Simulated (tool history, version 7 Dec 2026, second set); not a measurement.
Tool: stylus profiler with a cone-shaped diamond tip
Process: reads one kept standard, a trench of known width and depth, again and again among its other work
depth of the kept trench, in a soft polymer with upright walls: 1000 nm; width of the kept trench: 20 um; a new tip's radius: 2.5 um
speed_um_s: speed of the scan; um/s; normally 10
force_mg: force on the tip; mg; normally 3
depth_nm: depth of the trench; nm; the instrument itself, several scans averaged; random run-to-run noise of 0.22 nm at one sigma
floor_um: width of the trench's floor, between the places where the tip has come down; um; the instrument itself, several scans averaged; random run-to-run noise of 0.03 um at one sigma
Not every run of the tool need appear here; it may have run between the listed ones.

run	hour	speed_um_s	force_mg	depth_nm	floor_um
1	0	10	3	1007.01	15.88
2	69.1	10	3	1007.08	15.81
3	124.1	10	3	1006.82	15.7
4	173.6	10	3	1007.49	15.58
5	263.6	10	4.99	1010.02	15.55
6	318.6	10	7.87	1013.49	15.47
7	403	10	7.87	1013.72	15.31
8	524.1	10	3.37	1008.17	15.07
9	616.6	2	3	1007.9	15.01
10	693.7	2	3	1008.44	14.98
11	791	10	4.16	1010.28	14.7
12	889.3	10	4.16	1009.88	14.62
13	982.1	10	4.16	1010.48	14.54
14	1099.6	10	4.16	1010.36	14.4
15	1195.9	6	3	1009.49	14.25
16	1290.1	6	3	1009.76	14.18
17	1369.4	6	3	1010	14.09
18	1438.8	10	3	1009.67	14.01
19	1488.5	10	3	1009.94	14.01
20	1549.1	10	3	1009.78	13.86
21	1606.7	3	3	1010.04	13.83
# hour 1612.8: height scale calibrated on a step standard
22	1725.8	3	3	1012.32	13.77
23	1829.7	17	3.01	1012.71	13.62
24	1893.6	17	3.01	1012.48	13.5
25	1997.2	2	4.85	1015.49	13.41
26	2087.7	2	4.85	1015.47	13.37
# hour 2131.7: height scale calibrated on a step standard, once more
27	2184.3	20	7.08	1012.47	13.2
28	2241.9	6	1.02	1003.61	13.17
29	2304.2	15	2.45	1006.61	13.13
30	2382.3	5	2	1006.26	13.07
# hour 2410.5: new tip fitted, height scale calibrated
31	2474.8	5	2	1004.97	16
32	2541.7	5	2	1005.2	15.8
33	2662.2	29	1.92	1005.47	15.61
34	2745.3	7	3.45	1007.94	15.57
35	2844.3	19	1.76	1005.58	15.37
36	2966	12	7.16	1013.11	15.24
37	3030.6	21	1.02	1004.13	15.11
38	3108	21	1.02	1004.27	14.99
39	3180.3	21	1.67	1005.46	14.83
40	3249.4	14	5.55	1011.24	14.83
41	3328.6	5	6.42	1012.52	14.75
42	3408.8	5	6.42	1013.47	14.66

What would each run have given without the hidden state, its run-to-run variation left as it was?
The hidden state here: radius of the tip, um; height scale over the true one, %; drift of the gauge itself on depth_nm, %; drift of the gauge itself on floor_um, %.
run	depth_nm	floor_um
1	1007	15.97
2	1006.95	16.01
3	1006.58	15.98
4	1007.14	15.94
5	1009.48	16.03
6	1012.82	16.04
7	1012.9	16
8	1007.12	15.93
9	1006.66	15.98
10	1007.03	16.05
11	1008.66	15.9
12	1008.06	15.95
13	1008.49	15.98
14	1008.14	15.98
15	1007.08	15.94
16	1007.13	15.97
17	1007.22	15.98
18	1006.75	15.97
19	1006.93	16.03
20	1006.64	15.93
21	1006.76	15.97
22	1006.8	16.04
23	1006.98	16.01
24	1006.62	15.96
25	1009.4	15.97
26	1009.19	16.03
27	1012.12	15.95
28	1003.16	15.97
29	1006.04	15.99
30	1005.53	16.01
31	1005.17	16.03
32	1005.26	15.93
33	1005.28	15.93
34	1007.58	16
35	1005.02	15.95
36	1012.3	15.99
37	1003.19	15.95
38	1003.17	15.93
39	1004.22	15.88
40	1009.84	15.97
41	1010.95	15.99
42	1011.75	16
